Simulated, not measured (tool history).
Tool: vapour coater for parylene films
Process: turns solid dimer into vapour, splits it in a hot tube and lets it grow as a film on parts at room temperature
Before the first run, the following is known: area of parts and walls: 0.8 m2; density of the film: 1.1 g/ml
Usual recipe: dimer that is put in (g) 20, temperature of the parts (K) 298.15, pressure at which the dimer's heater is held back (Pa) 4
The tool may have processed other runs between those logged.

run,day,dimer that is put in (g),temperature of the parts (K),pressure at which the dimer's heater is held back (Pa),thickness of the film (µm)
1,0,20,298.15,4,14.87
2,1.025,20,308.15,4,12.5
3,2.688,20,308.15,4,12.62
4,3.846,20,308.15,4,12.51
5,5.367,20,298.15,4,14.85
6,6.392,20,298.15,4,14.6
7,8.154,20,300.15,4,14.29
8,10.3,20,300.15,4,14.09
9,11.212,20,300.15,4,13.91
10,12.429,20,300.15,4,13.97
11,13.767,20,309.15,4,12.08
12,15.646,20,309.15,4,12.1
13,17.121,20,298.15,2.12,15.03
# day 18.321: trap's valve overhauled
14,18.438,20,298.15,2.12,16.21
15,19.967,20,298.15,4.78,15.16
16,21.892,20,298.15,4.78,14.89
17,23.546,17,298.15,4.78,12.92
18,24.725,20,298.15,4,15.38
19,26.312,20,298.15,4,15.11
20,27.779,20,298.15,4,15.02
21,29.288,20,304.15,4,13.85
22,31,20,304.15,4,13.58
23,32.525,20,304.15,4,13.76
24,33.883,13,304.15,6.07,8.46
25,35.092,13,302.15,2.75,9.27
26,36.446,10,298.15,5.06,7.33
27,38.358,10,298.15,5.06,7.34
28,40.358,9,298.15,5.24,6.48
29,41.992,9,298.15,5.24,6.52
30,43.925,9,298.15,5.24,6.53
31,45.542,26,298.15,5.24,18.4
32,46.771,26,298.15,5.24,18.55
33,47.821,8,304.15,5.22,5.17
34,49.167,12,300.15,4,8.4
35,50.367,30,295.15,3.47,23.13
36,51.825,21,309.15,3.47,12.65
# day 52.883: trap's valve overhauled
37,53.254,21,309.15,3.47,13.78
38,54.517,21,298.15,2.1,16.71

How would selected steps in thickness of the film (µm) from run to run divide? Give the signed amount a tool lacking its hidden state would still show from settings, what came in and random variation, and the signed amount left for the hidden state, including any gauge scatter that is not in both of the compared results.
What the log doesn't record here: vapour lost through the trap's worn valve, %; true temperature of the parts over the reading, C; drift of the gauge itself on film_um, %.
Run 13 -> 14: trap's valve overhauled. thickness of the film (µm) +1.18: hidden state +1.17, all else +0.01.
Run 30 -> 31: dimer that is put in (g) 9 -> 26. thickness of the film (µm) +11.87: hidden state -0.98, all else +12.85.
Run 32 -> 33: dimer that is put in (g) 26 -> 8, temperature of the parts (K) 298.15 -> 304.15, pressure at which the dimer's heater is held back (Pa) 5.24 -> 5.22. thickness of the film (µm) -13.38: hidden state +1.1, all else -14.48.
Run 34 -> 35: dimer that is put in (g) 12 -> 30, temperature of the parts (K) 300.15 -> 295.15, pressure at which the dimer's heater is held back (Pa) 4 -> 3.47. thickness of the film (µm) +14.73: hidden state -1.4, all else +16.13.
